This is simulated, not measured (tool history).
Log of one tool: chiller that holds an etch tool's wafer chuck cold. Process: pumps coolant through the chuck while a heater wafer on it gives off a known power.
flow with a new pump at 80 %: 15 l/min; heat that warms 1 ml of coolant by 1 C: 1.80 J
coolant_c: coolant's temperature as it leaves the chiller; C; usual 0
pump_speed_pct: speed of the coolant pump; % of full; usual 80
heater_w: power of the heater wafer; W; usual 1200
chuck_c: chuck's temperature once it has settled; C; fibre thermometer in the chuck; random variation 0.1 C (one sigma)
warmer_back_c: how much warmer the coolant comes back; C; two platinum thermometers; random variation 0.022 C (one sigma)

{"run": 1, "hour": 0.0, "coolant_c": 0, "pump_speed_pct": 80, "heater_w": 1200, "chuck_c": 11.0, "warmer_back_c": 2.66}
{"run": 2, "hour": 58.6, "coolant_c": 0, "pump_speed_pct": 80, "heater_w": 1200, "chuck_c": 11.0, "warmer_back_c": 2.68}
{"run": 3, "hour": 138.1, "coolant_c": 0, "pump_speed_pct": 80, "heater_w": 644, "chuck_c": 5.7, "warmer_back_c": 1.44}
{"run": 4, "hour": 184.6, "coolant_c": 0, "pump_speed_pct": 80, "heater_w": 644, "chuck_c": 6.0, "warmer_back_c": 1.42}
{"run": 5, "hour": 264.4, "coolant_c": 0, "pump_speed_pct": 80, "heater_w": 1200, "chuck_c": 10.8, "warmer_back_c": 2.7}
{"run": 6, "hour": 335.1, "coolant_c": 0, "pump_speed_pct": 80, "heater_w": 1200, "chuck_c": 10.8, "warmer_back_c": 2.73}

Forecast run 7:
{"run": 7, "hour": 380.8, "coolant_c": 0, "pump_speed_pct": 80, "heater_w": 1416, "chuck_c": "?", "warmer_back_c": "?"}

chuck_c: 12.8 C
warmer_back_c: 3.18 C
Without the tool's hidden state the same run would have given chuck_c 12.8 C, warmer_back_c 3.11 C.
